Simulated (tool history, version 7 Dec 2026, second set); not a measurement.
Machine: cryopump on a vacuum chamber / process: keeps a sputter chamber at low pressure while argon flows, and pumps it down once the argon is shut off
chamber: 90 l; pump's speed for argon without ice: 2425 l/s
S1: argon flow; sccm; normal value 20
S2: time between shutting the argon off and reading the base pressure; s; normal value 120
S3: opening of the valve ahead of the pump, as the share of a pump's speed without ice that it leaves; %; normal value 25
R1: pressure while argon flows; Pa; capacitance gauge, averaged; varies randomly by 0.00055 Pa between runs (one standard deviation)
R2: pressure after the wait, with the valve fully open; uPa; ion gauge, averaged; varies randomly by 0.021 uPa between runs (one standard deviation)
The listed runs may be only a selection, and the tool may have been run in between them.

Run 1, hour 0: usual settings. Result: R1 0.0586 Pa, R2 0.78 uPa.
Run 2, hour 37.6: usual settings. Result: R1 0.0576 Pa, R2 0.72 uPa.
Run 3, hour 67: usual settings but S1 15 sccm. Result: R1 0.0424 Pa, R2 0.77 uPa.
Run 4, hour 103: usual settings but S1 15 sccm. Result: R1 0.0439 Pa, R2 0.8 uPa.
Run 5, hour 128: usual settings but S1 15 sccm. Result: R1 0.0437 Pa, R2 0.75 uPa.
Run 6, hour 165.1: usual settings but S1 15 sccm. Result: R1 0.0434 Pa, R2 0.79 uPa.
Run 7, hour 193.1: usual settings but S1 15 sccm. Result: R1 0.0433 Pa, R2 0.81 uPa.
Run 8, hour 225: usual settings but S1 15 sccm. Result: R1 0.0423 Pa, R2 0.78 uPa.
Run 9, hour 262.1: usual settings but S1 15 sccm. Result: R1 0.0448 Pa, R2 0.81 uPa.
Run 10, hour 283.7: usual settings. Result: R1 0.059 Pa, R2 0.84 uPa.
Run 11, hour 321.7: usual settings. Result: R1 0.0576 Pa, R2 0.86 uPa.
Run 12, hour 361.7: usual settings. Result: R1 0.0577 Pa, R2 0.89 uPa.
Run 13, hour 385.3: usual settings. Result: R1 0.0579 Pa, R2 0.89 uPa.
Run 14, hour 417.6: usual settings but S2 61 s. Result: R1 0.0589 Pa, R2 1.08 uPa.
Run 15, hour 447.5: usual settings but S2 61 s. Result: R1 0.059 Pa, R2 1.18 uPa.
Run 16, hour 481.9: usual settings. Result: R1 0.0584 Pa, R2 0.89 uPa.
Run 17, hour 498.1: usual settings but S1 24 sccm. Result: R1 0.07 Pa, R2 0.92 uPa.
Run 18, hour 528.5: usual settings but S2 144 s. Result: R1 0.0585 Pa, R2 0.87 uPa.
Run 19, hour 555.6: usual settings but S1 34 sccm, S2 157 s, S3 50 %. Result: R1 0.0517 Pa, R2 0.87 uPa.
Run 20, hour 578.4: usual settings but S1 36 sccm, S2 37 s. Result: R1 0.106 Pa, R2 1.61 uPa.
Run 21, hour 613.2: usual settings but S1 36 sccm, S2 37 s. Result: R1 0.1068 Pa, R2 1.6 uPa.
Run 22, hour 634.9: usual settings but S2 153 s, S3 57 %. Result: R1 0.0274 Pa, R2 0.87 uPa.
Run 23, hour 670.5: usual settings but S2 24 s, S3 24 %. Result: R1 0.0604 Pa, R2 2.19 uPa.
Run 24, hour 688.7: usual settings but S2 98 s, S3 23 %. Result: R1 0.0647 Pa, R2 1.02 uPa.
Run 25, hour 721.6: usual settings but S2 98 s, S3 23 %. Result: R1 0.0639 Pa, R2 1.11 uPa.
Run 26, hour 742: usual settings but S1 13 sccm, S3 27 %. Result: R1 0.0358 Pa, R2 1.03 uPa.
Run 27, hour 775.4: usual settings but S3 17 %. Result: R1 0.0867 Pa, R2 1 uPa.
Run 28, hour 813.1: usual settings but S3 17 %. Result: R1 0.0859 Pa, R2 1.05 uPa.
Run 29, hour 844.6: usual settings but S1 21 sccm, S2 73 s, S3 56 %. Result: R1 0.0293 Pa, R2 1.22 uPa.
Run 30, hour 883.5: usual settings but S1 38 sccm, S2 114 s. Result: R1 0.1121 Pa, R2 1.05 uPa.
Run 31, hour 916.4: usual settings but S1 38 sccm, S2 114 s. Result: R1 0.1128 Pa, R2 1.08 uPa.
Run 32, hour 940.8: usual settings but S1 19 sccm. Result: R1 0.0577 Pa, R2 1.06 uPa.
Run 33, hour 964: usual settings but S1 13 sccm, S3 33 %. Result: R1 0.0304 Pa, R2 1.08 uPa.
Run 34, hour 991: usual settings but S1 13 sccm, S3 33 %. Result: R1 0.0307 Pa, R2 1.08 uPa.

Each run again, without the hidden state but with its own random variation kept:
Unlogged tool condition in this case: pump's speed, % of a pump's without ice; cold plate's temperature, K; leak into the chamber, uPa l/s; drift of the gauge itself on working_pa, %; drift of the gauge itself on base_upa, %.
run      R1    R2
  1  0.0568  0.45
  2  0.0558  0.38
  3  0.0409  0.41
  4  0.0424  0.43
  5  0.0422  0.38
  6  0.0419  0.41
  7  0.0417  0.41
  8  0.0407  0.39
  9  0.0431   0.4
 10  0.0566  0.42
 11  0.0552  0.42
 12  0.0552  0.46
 13  0.0553  0.43
 14  0.0563  0.62
 15  0.0563  0.69
 16  0.0557   0.4
 17  0.0666  0.41
 18  0.0556  0.36
 19  0.0467  0.34
 20  0.1006  1.07
 21  0.1013  1.05
 22  0.0243  0.32
 23  0.0572  1.62
 24  0.0614  0.46
 25  0.0605  0.51
 26  0.0336  0.44
 27  0.0832  0.41
 28  0.0824  0.42
 29  0.0255  0.59
 30  0.1051  0.41
 31  0.1056  0.42
 32   0.054   0.4
 33  0.0278  0.41
 34  0.0282   0.4

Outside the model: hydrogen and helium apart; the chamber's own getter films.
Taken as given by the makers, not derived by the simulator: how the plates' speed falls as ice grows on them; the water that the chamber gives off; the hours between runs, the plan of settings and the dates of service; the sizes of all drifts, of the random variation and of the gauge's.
